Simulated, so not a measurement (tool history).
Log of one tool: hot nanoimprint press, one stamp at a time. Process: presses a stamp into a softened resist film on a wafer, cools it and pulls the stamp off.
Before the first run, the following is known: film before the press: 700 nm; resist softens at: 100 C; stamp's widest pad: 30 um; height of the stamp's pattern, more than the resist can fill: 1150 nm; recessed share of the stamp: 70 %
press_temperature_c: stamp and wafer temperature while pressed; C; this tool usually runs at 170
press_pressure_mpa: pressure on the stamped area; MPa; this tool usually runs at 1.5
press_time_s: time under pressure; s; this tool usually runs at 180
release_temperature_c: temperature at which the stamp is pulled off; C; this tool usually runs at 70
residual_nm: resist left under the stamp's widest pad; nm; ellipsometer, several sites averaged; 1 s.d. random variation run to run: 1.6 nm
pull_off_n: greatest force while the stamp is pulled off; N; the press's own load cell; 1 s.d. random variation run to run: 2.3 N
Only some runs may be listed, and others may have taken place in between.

| run | hour | press_temperature_c | press_pressure_mpa | press_time_s | release_temperature_c | residual_nm | pull_off_n |
|---|---|---|---|---|---|---|---|
| 1 | 0 | 170 | 1.5 | 180 | 70 | 271.3 | 134 |
| 2 | 53.4 | 170 | 1.5 | 180 | 70 | 271 | 143 |
| 3 | 106.1 | 181 | 1.5 | 180 | 70 | 169.1 | 141 |
| 4 | 155.5 | 181 | 1.5 | 180 | 70 | 170.5 | 149 |
| 5 | 214.3 | 181 | 1.5 | 180 | 70 | 174.5 | 151 |
| 6 | 245.7 | 181 | 1.5 | 180 | 70 | 172.9 | 155 |
| 7 | 277 | 170 | 1.5 | 180 | 70 | 279.7 | 154 |
|  | 344.7 | stamp cleaned and given a new release coat |
| 8 | 358.7 | 170 | 1.5 | 180 | 70 | 282 | 101 |
| 9 | 395.6 | 170 | 1.5 | 180 | 72 | 284.6 | 101 |
| 10 | 450.2 | 170 | 1.5 | 180 | 72 | 286.6 | 111 |
| 11 | 489.6 | 170 | 1.5 | 180 | 72 | 286.9 | 113 |
| 12 | 548 | 170 | 1.67 | 180 | 70 | 276.5 | 120 |
| 13 | 595.3 | 170 | 2.11 | 180 | 70 | 252.6 | 121 |
|  | 641.9 | plate thermocouple calibrated |
| 14 | 652.5 | 170 | 1.5 | 114 | 70 | 314.8 | 120 |
| 15 | 702.7 | 171 | 2.26 | 196 | 75 | 203.4 | 120 |
| 16 | 735.8 | 170 | 1 | 180 | 64 | 316.2 | 130 |
| 17 | 811.7 | 170 | 1.5 | 180 | 75 | 269 | 120 |
| 18 | 874.5 | 167 | 1.13 | 206 | 70 | 330.4 | 133 |
| 19 | 916.3 | 170 | 1.91 | 324 | 64 | 189.7 | 144 |
| 20 | 980.3 | 170 | 1.91 | 324 | 64 | 192.5 | 153 |
| 21 | 1020.5 | 170 | 1.91 | 324 | 64 | 195.9 | 154 |
| 22 | 1051.7 | 166 | 1.5 | 157 | 73 | 352.1 | 141 |
| 23 | 1092 | 166 | 1.5 | 157 | 73 | 348.2 | 143 |
| 24 | 1156.3 | 166 | 1.5 | 157 | 73 | 346.8 | 150 |
| 25 | 1220.5 | 166 | 1.58 | 114 | 73 | 381.9 | 157 |
|  | 1242.5 | stamp cleaned and given a new release coat |
| 26 | 1279.6 | 159 | 2.06 | 231 | 56 | 365.8 | 113 |
| 27 | 1323.8 | 174 | 1.72 | 322 | 70 | 174.4 | 106 |

The next listed run, before its measurement:
| 28 | 1383.4 | 174 | 1.72 | 322 | 70 | ? | ? |

{"run 28": {"residual_nm": 176, "pull_off_n": 113}}
With the hidden condition absent and the run-to-run variation left alone, this run would have shown residual_nm 155.7 nm, pull_off_n 104 N.

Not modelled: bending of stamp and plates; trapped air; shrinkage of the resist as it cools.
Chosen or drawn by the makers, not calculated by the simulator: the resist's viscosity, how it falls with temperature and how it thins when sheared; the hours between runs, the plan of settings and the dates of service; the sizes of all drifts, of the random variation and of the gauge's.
